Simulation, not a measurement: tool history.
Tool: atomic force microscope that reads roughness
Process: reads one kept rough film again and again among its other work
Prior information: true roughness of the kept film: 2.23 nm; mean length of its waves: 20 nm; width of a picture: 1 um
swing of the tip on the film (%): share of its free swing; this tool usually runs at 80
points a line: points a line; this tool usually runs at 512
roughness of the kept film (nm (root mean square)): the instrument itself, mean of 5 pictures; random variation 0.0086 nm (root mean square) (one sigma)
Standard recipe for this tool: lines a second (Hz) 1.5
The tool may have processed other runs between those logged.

run,hour,lines a second (Hz),swing of the tip on the film (%),points a line,roughness of the kept film (nm (root mean square))
1,0,1.5,80,512,1.617
2,18,1.5,80,512,1.54
3,37.2,1.5,59,512,1.548
# hour 49.2: new tip fitted
4,66.4,0.7,80,512,1.886
5,90.8,0.7,80,512,1.767
6,115.8,1.5,80,512,1.644
7,135.8,1.49,80,512,1.593
8,159.6,1.5,80,512,1.518
# hour 164.1: new tip fitted
9,183.8,1.5,80,467,1.82
10,210,1.5,80,467,1.731
11,229.9,1.5,80,467,1.66
12,256.1,1.5,80,512,1.592
# hour 281.2: new tip fitted
13,287.8,1.5,80,512,1.878
14,305.8,1.11,80,512,1.831
15,327.3,1.11,57,512,1.781
16,361,2.18,80,512,1.58

Predict the results of run 17:
17,382.7,2.18,80,512,?

Run 17 yielded roughness of the kept film (nm (root mean square)) 1.516.
Take away the tool's hidden state, keep the run-to-run variation as it was, and the same run would have given roughness of the kept film (nm (root mean square)) 1.867.

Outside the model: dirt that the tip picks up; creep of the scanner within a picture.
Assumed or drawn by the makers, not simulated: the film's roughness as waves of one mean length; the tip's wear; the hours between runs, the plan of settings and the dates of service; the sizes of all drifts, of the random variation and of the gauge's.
